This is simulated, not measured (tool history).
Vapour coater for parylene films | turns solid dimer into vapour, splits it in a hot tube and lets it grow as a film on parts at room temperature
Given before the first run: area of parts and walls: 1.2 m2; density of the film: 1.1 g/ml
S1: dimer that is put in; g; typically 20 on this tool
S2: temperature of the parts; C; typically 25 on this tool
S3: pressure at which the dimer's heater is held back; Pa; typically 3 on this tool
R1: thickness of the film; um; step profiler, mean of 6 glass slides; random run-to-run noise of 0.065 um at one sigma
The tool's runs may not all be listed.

Run 1, hour 0: usual settings. Result: R1 7.64 um.
Run 2, hour 37: usual settings. Result: R1 7.74 um.
Run 3, hour 77.2: usual settings. Result: R1 7.7 um.
At hour 119.4: trap's valve overhauled.
Run 4, hour 129.1: usual settings. Result: R1 7.65 um.
Run 5, hour 162.2: usual settings. Result: R1 7.73 um.
Run 6, hour 214.2: usual settings. Result: R1 7.76 um.
At hour 259: table's thermometer calibrated.
Run 7, hour 259: usual settings but S3 5.5 Pa. Result: R1 7.36 um.
Run 8, hour 301.5: usual settings but S1 11 g. Result: R1 4.23 um.
Run 9, hour 354: usual settings. Result: R1 7.65 um.
Run 10, hour 403.7: usual settings. Result: R1 7.67 um.
Run 11, hour 451.1: usual settings. Result: R1 7.87 um.
Run 12, hour 500.2: usual settings. Result: R1 7.72 um.
Run 13, hour 552.7: usual settings. Result: R1 7.84 um.
Run 14, hour 582.6: usual settings but S3 9.68 Pa. Result: R1 6.85 um.
At hour 592.4: trap's valve overhauled.
Run 15, hour 630.4: usual settings but S3 9.68 Pa. Result: R1 6.96 um.
Run 16, hour 656.9: usual settings but S3 9.68 Pa. Result: R1 7.03 um.
Run 17, hour 684.7: usual settings but S1 33 g. Result: R1 12.83 um.
Run 18, hour 719.6: usual settings but S1 33 g. Result: R1 12.83 um.
Run 19, hour 758.3: usual settings but S1 33 g. Result: R1 12.78 um.
Run 20, hour 804.6: usual settings but S1 28 g. Result: R1 10.81 um.
Run 21, hour 849.8: usual settings but S1 28 g. Result: R1 10.76 um.
Run 22, hour 907.6: usual settings but S1 28 g. Result: R1 10.67 um.
Run 23, hour 958.7: usual settings but S1 28 g. Result: R1 10.81 um.
Run 24, hour 1001.3: usual settings but S1 28 g. Result: R1 10.81 um.
Run 25, hour 1056.2: usual settings but S1 28 g, S3 5.8 Pa. Result: R1 10.16 um.
At hour 1067.7: trap's valve overhauled.
Run 26, hour 1106.5: usual settings but S2 31 C. Result: R1 5.88 um.
Run 27, hour 1161: usual settings but S2 31 C. Result: R1 5.86 um.
Run 28, hour 1210.1: usual settings but S1 14 g, S2 24 C, S3 6.86 Pa. Result: R1 5.26 um.
Run 29, hour 1264: usual settings but S1 13 g, S3 9.38 Pa. Result: R1 4.54 um.
Run 30, hour 1320.1: usual settings but S2 29 C, S3 2.24 Pa. Result: R1 6.61 um.
Run 31, hour 1374.9: usual settings but S1 27 g, S2 29 C, S3 2.24 Pa. Result: R1 8.87 um.
Run 32, hour 1415.1: usual settings but S1 27 g, S2 29 C, S3 2.24 Pa. Result: R1 8.85 um.
Run 33, hour 1478: usual settings but S1 27 g, S2 29 C, S3 2.24 Pa. Result: R1 8.86 um.
Run 34, hour 1527: usual settings but S1 27 g, S2 29 C, S3 2.24 Pa. Result: R1 8.74 um.
At hour 1542.5: trap's valve overhauled.
Run 35, hour 1557.2: usual settings but S1 27 g, S2 29 C, S3 2.24 Pa. Result: R1 8.95 um.
Run 36, hour 1603.3: usual settings but S1 34 g, S3 5.67 Pa. Result: R1 12.67 um.
Run 37, hour 1639.7: usual settings but S1 8 g, S2 17 C, S3 8.39 Pa. Result: R1 4.11 um.
Run 38, hour 1699.8: usual settings but S3 5.25 Pa. Result: R1 7.38 um.
Run 39, hour 1728.1: usual settings but S1 13 g. Result: R1 4.97 um.
Run 40, hour 1787.8: usual settings but S3 3.51 Pa. Result: R1 7.73 um.
Run 41, hour 1851.6: usual settings but S1 16 g, S2 28 C, S3 6.01 Pa. Result: R1 5.07 um.
Run 42, hour 1902.9: usual settings but S1 10 g, S2 29 C, S3 6.85 Pa. Result: R1 2.93 um.
Run 43, hour 1965.5: usual settings but S3 2.07 Pa. Result: R1 7.96 um.
At hour 2016.9: trap's valve overhauled.
Run 44, hour 2020.2: usual settings but S3 2.07 Pa. Result: R1 7.93 um.
Run 45, hour 2083: usual settings but S3 2.07 Pa. Result: R1 8.07 um.

Run 46 has not been measured yet. What should we expect?
At hour 2095.1: table's thermometer calibrated.
Run 46, hour 2138.7: usual settings but S1 10 g, S2 26 C, S3 7.38 Pa. Result: R1 ?.

Run 46 gave R1 3.45 um.
With the hidden condition absent and the run-to-run variation left alone, this run would have shown R1 3.45 um.
